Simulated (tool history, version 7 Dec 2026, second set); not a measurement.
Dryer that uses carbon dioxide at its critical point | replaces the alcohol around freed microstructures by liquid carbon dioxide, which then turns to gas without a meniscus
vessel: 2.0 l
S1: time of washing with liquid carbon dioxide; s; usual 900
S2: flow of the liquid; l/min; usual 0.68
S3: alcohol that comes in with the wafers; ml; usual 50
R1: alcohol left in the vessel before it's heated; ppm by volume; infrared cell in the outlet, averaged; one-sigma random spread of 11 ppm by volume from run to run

run 1 hour=0 | S1=900 S2=0.68 S3=50 | R1=1192
run 2 hour=41.4 | S1=900 S2=0.68 S3=50 | R1=1254
-- hour=54.5 purifier's bed changed
run 3 hour=96.9 | S1=900 S2=0.68 S3=50 | R1=1111
-- hour=107 inlet filter changed
run 4 hour=161.4 | S1=900 S2=0.68 S3=50 | R1=695
run 5 hour=206.3 | S1=900 S2=0.68 S3=35 | R1=485
run 6 hour=267.5 | S1=660 S2=0.68 S3=50 | R1=1841
run 7 hour=321.7 | S1=660 S2=0.68 S3=50 | R1=1902
run 8 hour=358.6 | S1=900 S2=0.68 S3=50 | R1=775
run 9 hour=414.7 | S1=900 S2=0.68 S3=50 | R1=819
run 10 hour=470.7 | S1=900 S2=0.68 S3=50 | R1=843
run 11 hour=525.7 | S1=900 S2=0.68 S3=50 | R1=898
run 12 hour=582.6 | S1=1200 S2=0.68 S3=50 | R1=337
run 13 hour=635.9 | S1=900 S2=0.68 S3=50 | R1=975
run 14 hour=689.9 | S1=900 S2=0.68 S3=50 | R1=996
run 15 hour=731.2 | S1=900 S2=0.68 S3=50 | R1=1020
run 16 hour=788.4 | S1=900 S2=0.68 S3=50 | R1=1080
run 17 hour=830.9 | S1=900 S2=0.68 S3=50 | R1=1089
run 18 hour=878.6 | S1=900 S2=0.68 S3=50 | R1=1109
run 19 hour=911.8 | S1=1380 S2=0.68 S3=50 | R1=295
run 20 hour=972.9 | S1=1380 S2=0.68 S3=50 | R1=310
-- hour=991.5 inlet filter changed
run 21 hour=1019.8 | S1=900 S2=0.68 S3=32 | R1=529
run 22 hour=1075.6 | S1=900 S2=0.68 S3=32 | R1=547
run 23 hour=1124.1 | S1=780 S2=0.73 S3=52 | R1=1057
run 24 hour=1177.2 | S1=1260 S2=0.864 S3=22 | R1=142
run 25 hour=1220.6 | S1=1380 S2=0.864 S3=60 | R1=174
run 26 hour=1259.6 | S1=1380 S2=0.864 S3=60 | R1=186
run 27 hour=1312.2 | S1=900 S2=0.619 S3=59 | R1=1416
run 28 hour=1341.9 | S1=900 S2=0.788 S3=73 | R1=786
run 29 hour=1404.3 | S1=900 S2=0.788 S3=73 | R1=837
run 30 hour=1456 | S1=840 S2=0.542 S3=73 | R1=3245
run 31 hour=1504.4 | S1=840 S2=0.457 S3=29 | R1=2076
run 32 hour=1546.3 | S1=900 S2=0.788 S3=65 | R1=843
run 33 hour=1574.6 | S1=900 S2=0.68 S3=102 | R1=2029
run 34 hour=1633.9 | S1=900 S2=0.939 S3=50 | R1=418
run 35 hour=1673 | S1=900 S2=0.939 S3=50 | R1=435
run 36 hour=1701 | S1=900 S2=0.816 S3=34 | R1=524
run 37 hour=1745.3 | S1=900 S2=0.884 S3=29 | R1=414
run 38 hour=1796.5 | S1=900 S2=0.884 S3=29 | R1=436
-- hour=1813.4 purifier's bed changed
run 39 hour=1848.3 | S1=600 S2=0.957 S3=84 | R1=2065
-- hour=1880.2 inlet filter changed
run 40 hour=1912.1 | S1=600 S2=0.957 S3=84 | R1=1233
run 41 hour=1969.1 | S1=900 S2=0.831 S3=50 | R1=309
run 42 hour=1997.6 | S1=1260 S2=0.808 S3=40 | R1=73

Forecast each of these 4 alternatives for the next run:
run A hour=2042.2 | S1=660 S2=0.808 S3=25 | R1=?
run B hour=2042.2 | S1=840 S2=0.499 S3=32 | R1=?
run C hour=2042.2 | S1=840 S2=0.481 S3=50 | R1=?
run D hour=2042.2 | S1=1260 S2=0.808 S3=37 | R1=?

run=A R1=559
run=B R1=1500
run=C R1=2497
run=D R1=80
With the hidden condition removed and each run's random variation left untouched, the same runs would have given:
run=A R1=483
run=B R1=1368
run=C R1=2299
run=D R1=46
